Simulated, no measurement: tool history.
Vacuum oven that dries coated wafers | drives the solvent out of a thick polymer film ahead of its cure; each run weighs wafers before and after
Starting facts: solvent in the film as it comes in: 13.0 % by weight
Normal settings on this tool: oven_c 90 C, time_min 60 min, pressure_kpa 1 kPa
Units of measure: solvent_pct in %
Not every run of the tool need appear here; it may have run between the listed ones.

run,hour,oven_c,time_min,pressure_kpa,solvent_pct
1,0,90,60,1,0.82
2,59.7,90,37,1,1.77
3,138.5,90,37,1,1.71
4,179.3,75,37,1,4.88
5,248.5,75,37,1,4.9
6,336.6,75,37,1,4.82
7,411.7,75,37,1.19,4.92
8,473.6,75,37,1.19,4.92
9,523,97,60,1,0.44
10,575.6,102,60,1,0.27
11,615,102,60,1,0.41
12,656.1,78,60,1,2.6
13,722.9,78,60,1,2.73
14,811.8,90,60,0.91,0.92
15,896.2,90,60,1,1.01
16,979.4,90,62,1,0.85
17,1066.8,90,62,1,0.91
18,1133.7,90,60,1,1.05
19,1185.1,90,60,1,1.04
20,1228,90,82,1,0.69
21,1275.9,90,82,1,0.77
22,1358.1,90,82,1,0.77
23,1397.2,90,70,0.82,0.79
24,1462,90,57,0.82,1.12
25,1506.3,99,102,3.43,1
26,1564,99,102,3.43,1.05
27,1646.4,99,102,3.43,1.05
28,1722.4,99,102,3.43,0.98
29,1793.4,78,60,2.36,3.16
30,1851.2,84,54,0.51,1.62
31,1912.2,84,54,0.51,1.65
32,1970.7,84,60,0.68,1.65
33,2041.2,79,49,3.28,4.13
34,2096.6,79,49,3.28,4.15
35,2138.4,90,60,3.38,1.42
36,2195.1,79,84,1.43,1.53
37,2241.5,79,84,1.43,1.52
38,2329.9,79,53,1.43,2.73
39,2382.9,100,44,1.58,0.56
40,2453.7,96,39,2.46,1.27
41,2543.1,95,34,3.32,1.99
42,2599.3,99,96,2.59,0.59
43,2640.8,99,96,2.59,0.64
44,2731,77,60,1.37,2.89

Removed from this log: 3 entries logged between the listed runs. Between which two listed runs does each belong, and how does the tool's hidden state at the listed run before it compare with that at the listed run after it?
In the gap between runs 28 and 29: oven's thermocouples calibrated (hour 1738)
  true wafer temperature over the reading, C: -2.82 -> -0.45; true pressure over the reading, kPa: 0.769 -> 0.788
  the result without the hidden state subtracted from the measured one, solvent_pct: +0.27 -> +0.42 %
In the gap between runs 31 and 32: vacuum gauge cleaned of residue and calibrated (hour 1921.5)
  true wafer temperature over the reading, C: -0.59 -> -0.67; true pressure over the reading, kPa: 0.82 -> 1.057
  the result without the hidden state subtracted from the measured one, solvent_pct: +0.38 -> +0.47 %
In the gap between runs 34 and 35: vacuum gauge cleaned of residue and calibrated, once more (hour 2124.6)
  true wafer temperature over the reading, C: -0.84 -> -0.89; true pressure over the reading, kPa: 1.088 -> -0.002
  the result without the hidden state subtracted from the measured one, solvent_pct: +0.61 -> +0.09 %
